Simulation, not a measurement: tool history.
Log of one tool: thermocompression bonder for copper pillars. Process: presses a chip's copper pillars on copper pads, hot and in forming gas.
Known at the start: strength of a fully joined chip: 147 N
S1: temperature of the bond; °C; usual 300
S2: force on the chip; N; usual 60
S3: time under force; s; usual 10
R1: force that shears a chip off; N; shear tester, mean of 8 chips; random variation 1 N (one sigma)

| run | day | S1 | S2 | S3 | R1 |
|---|---|---|---|---|---|
| 1 | 0 | 300 | 60 | 10 | 87.2 |
| 2 | 0.554 | 300 | 60 | 10 | 85.8 |
| 3 | 1.096 | 300 | 48 | 10 | 73.9 |
| 4 | 1.475 | 300 | 60 | 10 | 87.6 |
| 5 | 1.946 | 300 | 60 | 10 | 88.5 |
| 6 | 2.712 | 300 | 60 | 10 | 86.2 |
| 7 | 3.154 | 300 | 60 | 10 | 88 |
| 8 | 3.829 | 300 | 60 | 10 | 86.5 |
| 9 | 4.354 | 300 | 60 | 10 | 88.2 |
| 10 | 4.975 | 300 | 60 | 10 | 88.5 |
| 11 | 5.304 | 300 | 60 | 10 | 87.5 |
| 12 | 5.712 | 300 | 60 | 10 | 87.6 |
| 13 | 6.396 | 300 | 60 | 10 | 86.8 |
| 14 | 6.875 | 300 | 60 | 10 | 88 |
| 15 | 7.608 | 300 | 60 | 10 | 87.5 |
| 16 | 8.096 | 300 | 60 | 10 | 86.5 |
| 17 | 8.65 | 300 | 60 | 10 | 84.6 |
| 18 | 9.396 | 300 | 60 | 10 | 86.4 |
| 19 | 9.829 | 300 | 60 | 10 | 87.8 |
| 20 | 10.325 | 300 | 60 | 10 | 87.8 |
| 21 | 11.033 | 300 | 60 | 10 | 86 |
| 22 | 11.392 | 300 | 52 | 10 | 79.1 |
| 23 | 11.962 | 293 | 52 | 19 | 92.3 |
| 24 | 12.679 | 291 | 56 | 15 | 87.3 |
| 25 | 13.033 | 292 | 56 | 19 | 94.7 |
| 26 | 13.588 | 292 | 56 | 19 | 95.7 |
| 27 | 14.075 | 327 | 62 | 5 | 87.3 |
| 28 | 14.462 | 299 | 58 | 10 | 84.7 |
| 29 | 15.217 | 299 | 69 | 5 | 76.9 |
| 30 | 15.6 | 326 | 60 | 10 | 102.7 |
| 31 | 16.221 | 300 | 69 | 10 | 95.8 |
| 32 | 16.638 | 300 | 60 | 14 | 95.9 |
| 33 | 17.408 | 300 | 60 | 14 | 95.4 |
| 34 | 17.829 | 321 | 63 | 6 | 91.3 |
| 35 | 18.329 | 328 | 60 | 23 | 122.3 |
| 36 | 19.012 | 328 | 60 | 23 | 125.3 |
| 37 | 19.642 | 284 | 43 | 23 | 81.1 |
| 38 | 20.304 | 299 | 61 | 7 | 78.5 |
| 39 | 20.654 | 300 | 60 | 15 | 97.1 |

Not shown: 1 entry that the log had between the listed runs. Between which runs, and how does the tool's hidden state differ before and after?
Between runs 4 and 5: forming gas filter changed (day 1.712)
  oxide that the forming gas leaves, % of the face: 0.74 -> 0.5
